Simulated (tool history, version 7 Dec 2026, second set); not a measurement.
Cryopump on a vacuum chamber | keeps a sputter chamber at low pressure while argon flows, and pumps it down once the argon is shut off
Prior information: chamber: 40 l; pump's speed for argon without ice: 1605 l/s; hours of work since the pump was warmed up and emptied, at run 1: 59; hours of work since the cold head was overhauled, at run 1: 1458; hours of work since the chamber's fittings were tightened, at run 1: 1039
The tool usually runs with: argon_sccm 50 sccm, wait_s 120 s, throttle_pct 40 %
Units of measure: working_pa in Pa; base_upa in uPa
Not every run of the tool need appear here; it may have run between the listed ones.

run,hour,argon_sccm,wait_s,throttle_pct,hours of work since the pump was warmed up and emptied,hours of work since the cold head was overhauled,hours of work since the chamber's fittings were tightened,working_pa,base_upa
1,0,50,120,40,59,1458,1039,0.1337,0.92
2,56.8,50,120,40,85,1484,1065,0.1356,0.98
3,121.8,50,120,40,114,1513,1094,0.1349,0.99
4,172,50,120,40,137,1536,1117,0.1357,0.96
5,243.5,50,120,40,169,1568,1149,0.1375,0.94
6,280.3,50,242,40,185,1584,1165,0.137,0.73
7,343.5,50,242,40,214,1613,1194,0.1378,0.75
8,410.3,50,120,40,244,1643,1224,0.1385,1.03
9,482.1,50,120,40,276,1675,1256,0.1396,1.05
10,556.9,50,92,40,310,1709,1290,0.1405,1.26
11,595.9,50,120,21,328,1727,1308,0.2618,1.07
12,646.7,50,120,21,351,1750,1331,0.2617,1.04
13,706.8,50,120,21,378,1777,1358,0.2612,1.05
14,739.8,50,120,40,393,1792,1373,0.1446,1.11
15,816.5,50,120,40,427,1826,1407,0.1462,1.11
16,896.1,50,44,40,463,1862,1443,0.1465,2.07
17,936.4,50,44,40,481,1880,1461,0.1479,2.11
18,996.4,50,44,40,508,1907,1488,0.15,2.11
19,1065.6,82,51,17,540,1939,1519,0.5361,1.92
20,1101.5,21,109,40,556,1955,1536,0.0644,1.28
21,1143.2,86,239,56,575,1974,1554,0.1949,0.97
22,1221.5,22,239,56,610,2009,1590,0.0516,0.96

Predict the results of run 23:
23,1256.2,22,71,18,625,2024,1605,?,?

working_pa: 0.1387 Pa
base_upa: 1.6 uPa
Had the tool carried no hidden state, the very same run would have given working_pa 0.1287 Pa, base_upa 1.1 uPa.
